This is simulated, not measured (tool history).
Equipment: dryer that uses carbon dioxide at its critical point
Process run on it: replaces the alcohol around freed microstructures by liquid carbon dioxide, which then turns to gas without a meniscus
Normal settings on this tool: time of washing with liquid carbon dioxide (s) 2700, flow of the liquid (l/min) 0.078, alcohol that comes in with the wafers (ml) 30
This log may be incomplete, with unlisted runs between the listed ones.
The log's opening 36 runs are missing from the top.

run,hour,time of washing with liquid carbon dioxide (s),flow of the liquid (l/min),alcohol that comes in with the wafers (ml),hours of work since the filter was changed,hours of work since the purifier's bed was changed,alcohol left in the vessel before it's heated (ppm by volume)
37,559.1,4320,0.1025,25,322,27,16
38,580.5,3960,0.1024,71,338,43,25
39,600.9,2700,0.0541,70,354,59,4017
40,615,4080,0.06,70,365,70,391
41,627.3,2700,0.053,30,374,80,1893
42,645,2700,0.0822,92,388,93,970
43,664.6,2940,0.0896,30,403,108,141
# hour 673.7: inlet filter changed
44,684.2,1800,0.078,27,8,123,1247
45,697.6,1800,0.078,27,18,133,1306
46,711.6,1800,0.078,27,29,144,1342
47,727.5,1800,0.078,27,42,156,1323

Each row is a separate what-if for the run after 47, all from the same tool condition, not one after another. Results?
A,744.6,3360,0.0949,30,55,169,?
B,744.6,2220,0.0752,27,55,169,?
C,744.6,1800,0.078,25,55,169,?
D,744.6,1800,0.0509,27,55,169,?

run,alcohol left in the vessel before it's heated (ppm by volume)
A,51
B,694
C,1289
D,4719
Without the tool's unlogged condition, the same runs would have read:
run,alcohol left in the vessel before it's heated (ppm by volume)
A,18
B,616
C,1182
D,4501
